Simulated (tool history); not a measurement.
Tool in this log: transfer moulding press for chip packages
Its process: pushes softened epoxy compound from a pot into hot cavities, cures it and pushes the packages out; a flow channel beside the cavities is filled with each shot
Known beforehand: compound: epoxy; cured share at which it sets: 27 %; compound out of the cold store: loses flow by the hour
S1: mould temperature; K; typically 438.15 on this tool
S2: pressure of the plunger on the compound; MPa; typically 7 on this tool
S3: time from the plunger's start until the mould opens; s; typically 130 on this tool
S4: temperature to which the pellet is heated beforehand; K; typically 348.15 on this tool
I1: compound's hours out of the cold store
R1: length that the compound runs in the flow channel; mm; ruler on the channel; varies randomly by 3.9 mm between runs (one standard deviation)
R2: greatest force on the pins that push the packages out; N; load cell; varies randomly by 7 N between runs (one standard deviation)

run,hour,S1,S2,S3,S4,I1,R1,R2
1,0,438.15,7,130,348.15,41.6,479,517
2,47.8,438.15,7,130,348.15,31.4,499,515
# hour 64.8: cavities cleaned with cleaning compound and waxed
3,71.1,438.15,7,130,348.15,45.4,465,313
4,117.8,438.15,7,130,348.15,47.4,457,432
5,160.9,438.15,7,130,348.15,34,493,472
6,194.2,438.15,7,130,348.15,36.4,483,490
7,222.2,438.15,7,130,348.15,24.5,515,500
# hour 238.7: cavities cleaned with cleaning compound and waxed
8,260.5,438.15,7,130,348.15,36.8,476,360
9,285.8,443.15,7,130,348.15,14.9,517,404
10,336.1,438.15,7,113,348.15,15.9,530,503
11,359.3,438.15,7,130,348.15,29.8,487,487
12,402.3,438.15,7,130,348.15,28.3,491,510
# hour 414.5: cavities cleaned with cleaning compound and waxed
13,454.2,438.15,7,130,348.15,46.8,444,414
14,499.9,438.15,7,130,348.15,46.1,434,442
# hour 513.4: plunger's sealing rings changed
15,525.8,436.15,7,130,352.15,11.3,591,499
16,557.6,436.15,7,130,352.15,29.2,533,526
17,586.4,436.15,7,110,352.15,33.3,522,563
# hour 591.6: cavities cleaned with cleaning compound and waxed
18,637.1,431.15,7,117,348.15,15.4,592,584
19,676.9,432.15,7.35,138,355.15,8.1,615,504
20,716.4,432.15,7.35,138,355.15,14.2,597,539
21,759.3,432.15,7.35,138,350.15,36.3,531,510
# hour 766.2: cavities cleaned with cleaning compound and waxed
# hour 787.7: mould's thermocouples calibrated
22,807.3,442.15,7.35,146,353.15,45.9,480,399
23,832.1,438.15,6.99,116,348.15,42.7,481,480
24,883.5,430.15,8.62,162,348.15,21.6,620,532
25,936.3,430.15,8.62,162,348.15,9.6,657,558
# hour 941.4: cavities cleaned with cleaning compound and waxed
26,975.5,430.15,8.62,162,348.15,23.3,605,435
27,1027.9,437.15,6.12,130,348.15,38.5,459,470

3 ways to go on from here, each from the tool as it stands after run 27. What would each give?
A,1054.1,432.15,7,157,356.15,28.4,?,?
B,1054.1,437.15,8.15,152,354.15,42.2,?,?
C,1054.1,445.15,6.99,130,348.15,25.4,?,?

run,R1,R2
A,524,511
B,510,465
C,501,471
The same runs, with their run-to-run variation unchanged, on a tool lacking any hidden condition would have given:
run,R1,R2
A,560,300
B,545,270
C,536,275

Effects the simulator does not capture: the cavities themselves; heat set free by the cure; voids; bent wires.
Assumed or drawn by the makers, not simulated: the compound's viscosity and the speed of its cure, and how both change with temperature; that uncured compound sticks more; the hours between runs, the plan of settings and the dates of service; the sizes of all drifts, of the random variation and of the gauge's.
